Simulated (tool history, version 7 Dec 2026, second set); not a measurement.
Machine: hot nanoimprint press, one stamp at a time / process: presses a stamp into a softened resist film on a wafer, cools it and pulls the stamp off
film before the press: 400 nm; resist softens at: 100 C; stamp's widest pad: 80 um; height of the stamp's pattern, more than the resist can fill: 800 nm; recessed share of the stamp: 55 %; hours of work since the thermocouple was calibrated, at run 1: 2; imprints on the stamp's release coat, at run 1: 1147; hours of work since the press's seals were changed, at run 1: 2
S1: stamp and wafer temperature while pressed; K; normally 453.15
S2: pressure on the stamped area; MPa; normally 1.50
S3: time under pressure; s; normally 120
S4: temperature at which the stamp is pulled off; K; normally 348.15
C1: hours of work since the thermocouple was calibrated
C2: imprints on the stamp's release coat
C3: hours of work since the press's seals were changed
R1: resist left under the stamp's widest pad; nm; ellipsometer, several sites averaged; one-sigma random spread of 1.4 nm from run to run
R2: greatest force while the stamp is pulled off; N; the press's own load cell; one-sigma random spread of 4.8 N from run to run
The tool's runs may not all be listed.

run,hour,S1,S2,S3,S4,C1,C2,C3,R1,R2
1,0.0,453.15,1.50,120,348.15,2,1147,2,213.0,274
2,95.1,453.15,1.50,120,348.15,70,1696,70,215.2,273
3,176.0,453.15,1.50,120,348.15,129,2164,129,215.7,306
# hour 216.7: stamp cleaned and given a new release coat
4,265.4,453.15,1.50,120,348.15,189,282,189,219.4,238
5,321.4,453.15,1.50,120,348.15,230,606,230,220.4,248
6,366.2,453.15,1.50,120,348.15,262,865,262,222.8,272
# hour 429.1: plate thermocouple calibrated
7,429.1,453.15,1.50,120,348.15,0,1211,305,226.7,281
8,514.3,453.15,1.50,120,348.15,62,1704,367,226.6,302
9,584.4,453.15,1.50,120,348.15,112,2109,418,230.4,327
# hour 633.7: stamp cleaned and given a new release coat
10,676.2,453.15,1.50,120,348.15,174,246,480,231.3,249
11,763.5,453.15,1.50,120,348.15,237,750,543,233.5,267
12,825.5,453.15,1.50,120,348.15,282,1108,588,235.8,285
# hour 856.1: plate thermocouple calibrated, once more
13,886.0,453.15,1.50,120,348.15,22,1441,629,219.8,287
14,935.7,453.15,1.50,120,348.15,58,1728,665,221.9,289
15,978.7,453.15,1.50,120,348.15,89,1977,696,220.7,301
16,1019.5,453.15,1.50,120,348.15,118,2212,726,222.6,331
# hour 1052.6: stamp cleaned and given a new release coat
# hour 1088.7: press's hydraulic seals changed and the load cell set to zero
17,1124.0,453.15,1.50,120,348.15,184,366,26,220.4,251
18,1198.3,464.15,1.85,99,348.15,237,795,79,138.4,265
19,1242.5,447.15,0.95,99,348.15,269,1051,111,326.6,267
# hour 1294.4: plate thermocouple calibrated
20,1335.6,447.15,0.95,99,348.15,30,1571,176,321.7,289
21,1430.4,452.15,1.88,84,348.15,98,2119,245,235.4,306
# hour 1478.3: stamp cleaned and given a new release coat
22,1487.4,452.15,1.88,84,348.15,135,53,282,234.0,240
23,1575.1,464.15,1.37,131,348.15,199,559,345,142.4,252
24,1619.2,464.15,1.37,131,348.15,231,814,377,142.3,273
25,1667.2,464.15,1.37,131,348.15,265,1092,412,143.6,274
# hour 1724.6: plate thermocouple calibrated
26,1751.3,450.15,1.41,101,336.15,19,1560,470,258.6,381
27,1806.3,453.15,1.50,120,342.15,59,1878,510,216.1,348
28,1855.6,445.15,2.29,83,356.15,95,2163,546,283.0,251

Across each entry between runs, compare the hidden state at the last listed run before it with the hidden state at the first listed run after it:
Run 3 -> run 4: stamp cleaned and given a new release coat (hour 216.7)
  true temperature over the reading, C: -0.26 -> -0.44; pressure that arrives at the usual setting, %: 99.36 -> 99.16; grip of the stamp's worn release coat, % over a new coat's: 31.8 -> 3.9
  what was measured, less what the result would be without the hidden state, R1: +2.8 -> +4.6 nm; R2: +75 -> +11 N
Run 6 -> run 7: plate thermocouple calibrated (hour 429.1)
  true temperature over the reading, C: -0.66 -> -1.31; pressure that arrives at the usual setting, %: 98.9 -> 98.75; grip of the stamp's worn release coat, % over a new coat's: 12.2 -> 17.3
  what was measured, less what the result would be without the hidden state, R1: +6.9 -> +12.7 nm; R2: +33 -> +49 N
Run 9 -> run 10: stamp cleaned and given a new release coat (hour 633.7)
  true temperature over the reading, C: -1.64 -> -1.84; pressure that arrives at the usual setting, %: 98.36 -> 98.15; grip of the stamp's worn release coat, % over a new coat's: 30.9 -> 3.4
  what was measured, less what the result would be without the hidden state, R1: +16.1 -> +17.9 nm; R2: +87 -> +19 N
Run 12 -> run 13: plate thermocouple calibrated, once more (hour 856.1)
  true temperature over the reading, C: -2.15 -> -0.3; pressure that arrives at the usual setting, %: 97.78 -> 97.62; grip of the stamp's worn release coat, % over a new coat's: 15.8 -> 20.7
  what was measured, less what the result would be without the hidden state, R1: +21.2 -> +4.7 nm; R2: +51 -> +51 N
Run 16 -> run 17: stamp cleaned and given a new release coat (hour 1052.6); press's hydraulic seals changed and the load cell set to zero (hour 1088.7)
  true temperature over the reading, C: -0.6 -> -0.78; pressure that arrives at the usual setting, %: 97.3 -> 99.63; grip of the stamp's worn release coat, % over a new coat's: 32.6 -> 5.1
  what was measured, less what the result would be without the hidden state, R1: +7.6 -> +7.3 nm; R2: +85 -> +17 N
Run 19 -> run 20: plate thermocouple calibrated (hour 1294.4)
  true temperature over the reading, C: -1.04 -> -0.32; pressure that arrives at the usual setting, %: 99.34 -> 99.11; grip of the stamp's worn release coat, % over a new coat's: 14.9 -> 22.7
  what was measured, less what the result would be without the hidden state, R1: +8.1 -> +2.9 nm; R2: +40 -> +56 N
Run 21 -> run 22: stamp cleaned and given a new release coat (hour 1478.3)
  true temperature over the reading, C: -0.54 -> -0.65; pressure that arrives at the usual setting, %: 98.88 -> 98.76; grip of the stamp's worn release coat, % over a new coat's: 31.1 -> 0.7
  what was measured, less what the result would be without the hidden state, R1: +6.1 -> +7.1 nm; R2: +76 -> +6 N
Run 25 -> run 26: plate thermocouple calibrated (hour 1724.6)
  true temperature over the reading, C: -1.04 -> -0.01; pressure that arrives at the usual setting, %: 98.31 -> 98.12; grip of the stamp's worn release coat, % over a new coat's: 15.5 -> 22.5
  what was measured, less what the result would be without the hidden state, R1: +7.2 -> +1.6 nm; R2: +43 -> +70 N
